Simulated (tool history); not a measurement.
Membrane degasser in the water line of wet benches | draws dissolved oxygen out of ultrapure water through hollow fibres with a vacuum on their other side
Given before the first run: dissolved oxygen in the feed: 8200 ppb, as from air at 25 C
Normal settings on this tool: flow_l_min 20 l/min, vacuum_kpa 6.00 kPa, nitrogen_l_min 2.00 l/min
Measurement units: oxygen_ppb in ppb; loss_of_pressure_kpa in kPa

| run | hour | flow_l_min | vacuum_kpa | nitrogen_l_min | oxygen_ppb | loss_of_pressure_kpa |
|---|---|---|---|---|---|---|
| 1 | 0.0 | 20 | 6.00 | 2.00 | 73.3 | 31.13 |
| 2 | 274.7 | 20 | 6.00 | 5.76 | 27.9 | 31.19 |
| 3 | 523.8 | 18 | 6.00 | 2.00 | 67.0 | 27.94 |
| 4 | 678.7 | 18 | 6.00 | 2.00 | 67.2 | 27.90 |
| 5 | 809.6 | 18 | 6.00 | 2.00 | 66.7 | 28.00 |
| 6 | 942.3 | 18 | 6.00 | 2.00 | 67.9 | 28.15 |
|  | 1160.5 | vacuum gauge calibrated |
| 7 | 1224.7 | 18 | 6.00 | 2.00 | 71.3 | 28.31 |
| 8 | 1455.9 | 18 | 14.28 | 2.00 | 243.7 | 28.38 |
| 9 | 1728.3 | 20 | 6.30 | 2.00 | 86.3 | 31.51 |
| 10 | 1992.9 | 20 | 14.34 | 2.00 | 270.7 | 31.28 |
| 11 | 2151.2 | 20 | 14.34 | 2.00 | 274.6 | 31.29 |
| 12 | 2299.0 | 20 | 14.34 | 2.00 | 274.6 | 31.14 |
| 13 | 2459.4 | 20 | 5.61 | 2.00 | 71.9 | 31.54 |
| 14 | 2623.5 | 20 | 5.61 | 2.00 | 71.8 | 31.14 |
| 15 | 2780.8 | 20 | 3.69 | 2.00 | 26.3 | 31.63 |
|  | 2807.0 | vacuum gauge calibrated, once more |
| 16 | 2941.2 | 20 | 3.69 | 2.00 | 13.7 | 31.52 |
| 17 | 3123.5 | 20 | 12.08 | 2.00 | 213.1 | 31.57 |
| 18 | 3244.7 | 22 | 6.00 | 4.26 | 38.0 | 34.84 |
| 19 | 3521.1 | 22 | 6.00 | 4.26 | 38.6 | 34.62 |
| 20 | 3784.0 | 14 | 4.22 | 2.00 | 18.6 | 21.91 |
| 21 | 4035.9 | 14 | 4.22 | 2.00 | 18.9 | 22.14 |
| 22 | 4182.8 | 14 | 4.22 | 2.00 | 18.9 | 22.20 |
| 23 | 4297.0 | 26 | 4.00 | 4.32 | 17.5 | 41.22 |
| 24 | 4496.9 | 26 | 4.00 | 4.32 | 17.6 | 41.46 |
| 25 | 4765.2 | 26 | 4.00 | 4.32 | 18.3 | 41.03 |

Here are 3 independent what-if runs from the current tool condition. What would each one return?
| A | 4983.3 | 30 | 8.37 | 1.07 | ? | ? |
| B | 4983.3 | 17 | 7.42 | 2.00 | ? | ? |
| C | 4983.3 | 22 | 6.37 | 5.93 | ? | ? |

| run | oxygen_ppb | loss_of_pressure_kpa |
|---|---|---|
| A | 317.3 | 47.48 |
| B | 89.0 | 26.88 |
| C | 32.9 | 34.74 |
The same runs, with their run-to-run variation unchanged, on a tool lacking any hidden condition would have given:
| run | oxygen_ppb | loss_of_pressure_kpa |
|---|---|---|
| A | 311.7 | 46.71 |
| B | 85.9 | 26.44 |
| C | 31.5 | 34.17 |
